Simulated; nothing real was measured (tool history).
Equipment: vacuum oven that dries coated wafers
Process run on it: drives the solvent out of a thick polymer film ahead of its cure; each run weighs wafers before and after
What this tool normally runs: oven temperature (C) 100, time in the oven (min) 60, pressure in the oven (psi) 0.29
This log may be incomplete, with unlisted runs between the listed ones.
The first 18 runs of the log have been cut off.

| run | hour | oven temperature (C) | time in the oven (min) | pressure in the oven (psi) | solvent left in the film (%) |
|---|---|---|---|---|---|
| 19 | 336.9 | 100 | 60 | 0.29 | 2.14 |
| 20 | 347.9 | 93 | 60 | 0.29 | 3.99 |
| 21 | 371.6 | 93 | 60 | 0.29 | 4.06 |
| 22 | 388.1 | 93 | 60 | 0.29 | 3.95 |
| 23 | 402.2 | 93 | 60 | 0.29 | 4.04 |
| 24 | 427.7 | 90 | 60 | 0.29 | 5.02 |
| 25 | 438.7 | 86 | 60 | 0.392 | 6.98 |
| 26 | 461.8 | 100 | 103 | 0.29 | 1.49 |
| 27 | 478.8 | 100 | 103 | 0.29 | 1.51 |
| 28 | 500.1 | 105 | 60 | 0.206 | 1.14 |

Run 29 has not been measured yet. What should we expect?
| 29 | 511.3 | 105 | 60 | 0.206 | ? |

Run 29 produced solvent left in the film (%) 1.13.
Had the tool carried no hidden state, the very same run would have given solvent left in the film (%) 1.1.

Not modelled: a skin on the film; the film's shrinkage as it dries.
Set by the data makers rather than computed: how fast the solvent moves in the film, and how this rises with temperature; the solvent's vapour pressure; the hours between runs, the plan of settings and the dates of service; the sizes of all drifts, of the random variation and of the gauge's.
